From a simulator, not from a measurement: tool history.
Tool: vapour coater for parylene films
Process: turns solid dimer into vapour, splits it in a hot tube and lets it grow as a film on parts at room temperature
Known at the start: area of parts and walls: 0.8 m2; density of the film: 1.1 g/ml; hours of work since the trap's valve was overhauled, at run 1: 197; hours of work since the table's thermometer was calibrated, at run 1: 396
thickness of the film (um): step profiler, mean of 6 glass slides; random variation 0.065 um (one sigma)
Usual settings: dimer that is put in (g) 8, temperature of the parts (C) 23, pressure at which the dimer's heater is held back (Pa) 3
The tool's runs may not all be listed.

run	hour	dimer that is put in (g)	temperature of the parts (C)	pressure at which the dimer's heater is held back (Pa)	hours of work since the trap's valve was overhauled	hours of work since the table's thermometer was calibrated	thickness of the film (um)
1	0	8	23	3	197	396	7.31
2	16.6	8	23	3	205	404	7.27
3	31.7	5	23	3	213	412	4.54
4	61.5	4	23	3	228	427	3.62
5	85.5	3	23	3	240	439	2.77
6	104.9	3	23	3	250	449	2.75
7	119.6	3	23	3	257	457	2.72
8	139.6	3	23	3	268	467	2.76
9	154.4	3	23	3	275	474	2.72
10	171.8	3	23	3	284	483	2.71
11	188.7	3	23	3	293	492	2.71
12	223.1	8	23	3	310	509	7.25
13	256.2	8	23	3	327	526	7.09
14	288.7	8	23	3	343	543	6.98
# hour 317.9: trap's valve overhauled
15	317.9	5	23	3	0	555	4.19
16	337	5	23	3	10	565	4.17
17	358.3	12	20	5.56	21	576	9.06
18	373.8	12	20	5.56	28	584	8.94
19	402	10	23	6.42	43	598	6.86
20	433.5	4	23	3	59	614	3.33
# hour 448.1: trap's valve overhauled, once more
21	472.8	4	23	3.17	13	632	3.81
22	493.3	4	21	11.95	23	643	2.78
23	516.4	4	27	5.02	35	654	3.13
24	532.4	3	22	9.28	43	663	2.23
25	557	3	22	9.28	55	675	2.17
26	583.1	3	22	4.23	69	688	2.61
27	602.8	8	23	8.85	79	698	5.78
28	625	6	18	8.85	90	710	4.65
29	646.5	8	25	4.54	101	721	6.52
30	675.1	8	25	4.54	116	735	6.47
31	693.6	8	25	4.54	125	745	6.52
32	720.8	6	20	2.47	139	758	6.22

How the hidden state differs across the entries between the runs, from the last listed run before each to the first after it:
Between runs 14 and 15: trap's valve overhauled (hour 317.9)
  vapour lost through the trap's worn valve, %: 7.5 -> 12.7
  measured less the result without the state, thickness of the film (um): -0.58 -> -0.62
Between runs 20 and 21: trap's valve overhauled, once more (hour 448.1)
  vapour lost through the trap's worn valve, %: 14 -> 0.7; true temperature of the parts over the reading, C: 0.12 -> 0.13
  measured less the result without the state, thickness of the film (um): -0.55 -> -0.03
